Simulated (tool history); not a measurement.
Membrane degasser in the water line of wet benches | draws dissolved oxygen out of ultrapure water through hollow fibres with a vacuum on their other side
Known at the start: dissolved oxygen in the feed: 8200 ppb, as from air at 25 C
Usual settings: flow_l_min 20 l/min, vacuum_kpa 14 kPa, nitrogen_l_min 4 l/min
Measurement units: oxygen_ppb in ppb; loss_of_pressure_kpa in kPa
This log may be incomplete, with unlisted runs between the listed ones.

run,hour,flow_l_min,vacuum_kpa,nitrogen_l_min,oxygen_ppb,loss_of_pressure_kpa
1,0,20,14,4,134.8,44.47
2,59.4,20,26.7,4,284.2,44.63
3,112.7,20,31.9,4,343,44.77
4,163.8,20,31.9,4,343.8,44.53
5,201,20,31.9,4,343.8,44.73
6,226.6,20,13.9,4,133.7,44.78
7,270.9,20,13.9,4,134.4,44.68
# hour 297.6: vacuum gauge calibrated
8,331.9,20,14,2.95,176.1,44.26
9,374,20,14,2.95,175.8,44.89
10,405.1,20,11.3,2.95,132.3,44.36
11,445.3,20,14,4,132.6,44.69
12,489.7,20,20.3,4,207.2,44.51
13,514.5,20,14,4,132,44.63
14,558.5,20,14,4,132.4,44.33
15,615.2,14,14,4,93.1,31.3
16,659,14,14,4,93.2,31.07

Estimate the outcome of run 17 from the log above:
17,685.2,14,14,4,?,?

{"run 17": {"oxygen_ppb": 93.1, "loss_of_pressure_kpa": 31.1}}
Had the tool carried no hidden state, the very same run would have given oxygen_ppb 92.6 ppb, loss_of_pressure_kpa 30.73 kPa.
